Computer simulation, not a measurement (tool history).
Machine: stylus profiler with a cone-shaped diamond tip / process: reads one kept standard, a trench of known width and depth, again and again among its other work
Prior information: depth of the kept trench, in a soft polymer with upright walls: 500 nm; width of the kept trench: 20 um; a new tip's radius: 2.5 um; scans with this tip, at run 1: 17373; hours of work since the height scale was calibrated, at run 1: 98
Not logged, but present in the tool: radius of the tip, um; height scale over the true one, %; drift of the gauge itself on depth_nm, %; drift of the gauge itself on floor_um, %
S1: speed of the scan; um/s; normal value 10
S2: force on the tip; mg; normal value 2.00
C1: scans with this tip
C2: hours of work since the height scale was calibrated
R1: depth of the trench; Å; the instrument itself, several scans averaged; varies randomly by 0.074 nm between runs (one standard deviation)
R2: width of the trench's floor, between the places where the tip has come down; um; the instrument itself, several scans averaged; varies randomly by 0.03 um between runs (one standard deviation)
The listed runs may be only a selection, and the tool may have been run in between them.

run 1 hour=0.0 | S1=10 S2=2.00 | C1=17373 C2=98 | R1=5033.4 R2=15.90
run 2 hour=75.3 | S1=10 S2=2.00 | C1=17885 C2=137 | R1=5033.2 R2=15.79
run 3 hour=178.3 | S1=10 S2=2.00 | C1=18585 C2=190 | R1=5033.6 R2=15.85
run 4 hour=271.0 | S1=10 S2=2.00 | C1=19215 C2=238 | R1=5032.4 R2=15.76
run 5 hour=335.3 | S1=10 S2=2.00 | C1=19652 C2=271 | R1=5029.3 R2=15.75
run 6 hour=389.3 | S1=10 S2=2.00 | C1=20019 C2=299 | R1=5030.5 R2=15.70
run 7 hour=439.9 | S1=10 S2=2.00 | C1=20363 C2=325 | R1=5031.6 R2=15.68
run 8 hour=489.7 | S1=10 S2=3.01 | C1=20702 C2=351 | R1=5041.5 R2=15.71
run 9 hour=544.2 | S1=10 S2=3.01 | C1=21072 C2=379 | R1=5041.5 R2=15.69
run 10 hour=612.0 | S1=10 S2=3.01 | C1=21533 C2=414 | R1=5041.7 R2=15.62
run 11 hour=696.9 | S1=10 S2=3.01 | C1=22110 C2=458 | R1=5040.1 R2=15.59
run 12 hour=772.3 | S1=10 S2=3.01 | C1=22623 C2=497 | R1=5040.3 R2=15.59
run 13 hour=872.5 | S1=10 S2=3.01 | C1=23304 C2=548 | R1=5039.2 R2=15.53
run 14 hour=981.2 | S1=10 S2=2.00 | C1=24042 C2=604 | R1=5026.7 R2=15.47
run 15 hour=1087.5 | S1=10 S2=0.97 | C1=24765 C2=659 | R1=5012.7 R2=15.40
run 16 hour=1137.5 | S1=3 S2=4.74 | C1=25105 C2=685 | R1=5054.6 R2=15.43
-- hour=1145.0 height scale calibrated on a step standard
run 17 hour=1211.1 | S1=10 S2=4.96 | C1=25601 C2=34 | R1=5052.6 R2=15.40
run 18 hour=1297.4 | S1=35 S2=3.40 | C1=26188 C2=79 | R1=5036.2 R2=15.35
run 19 hour=1365.9 | S1=14 S2=2.01 | C1=26653 C2=114 | R1=5018.7 R2=15.34
-- hour=1424.6 height scale calibrated on a step standard, once more
run 20 hour=1437.1 | S1=14 S2=2.01 | C1=27134 C2=6 | R1=5035.2 R2=15.31
run 21 hour=1548.8 | S1=14 S2=2.01 | C1=27893 C2=64 | R1=5035.2 R2=15.26
run 22 hour=1647.4 | S1=7 S2=0.80 | C1=28564 C2=115 | R1=5015.7 R2=15.24
run 23 hour=1703.2 | S1=7 S2=0.80 | C1=28943 C2=144 | R1=5014.9 R2=15.24
run 24 hour=1782.9 | S1=7 S2=2.97 | C1=29485 C2=185 | R1=5044.6 R2=15.30
run 25 hour=1859.6 | S1=5 S2=4.19 | C1=30006 C2=224 | R1=5055.7 R2=15.23
run 26 hour=1926.2 | S1=9 S2=0.86 | C1=30459 C2=259 | R1=5015.1 R2=15.16

Run 27 comes next. What will it give?
run 27 hour=2015.0 | S1=7 S2=0.84 | C1=31062 C2=305 | R1=? R2=?

{"run 27": {"R1": 5015.3, "R2": 15.11}}
Had the tool carried no hidden state, the very same run would have given R1 5021.4 Å, R2 16.90 um.

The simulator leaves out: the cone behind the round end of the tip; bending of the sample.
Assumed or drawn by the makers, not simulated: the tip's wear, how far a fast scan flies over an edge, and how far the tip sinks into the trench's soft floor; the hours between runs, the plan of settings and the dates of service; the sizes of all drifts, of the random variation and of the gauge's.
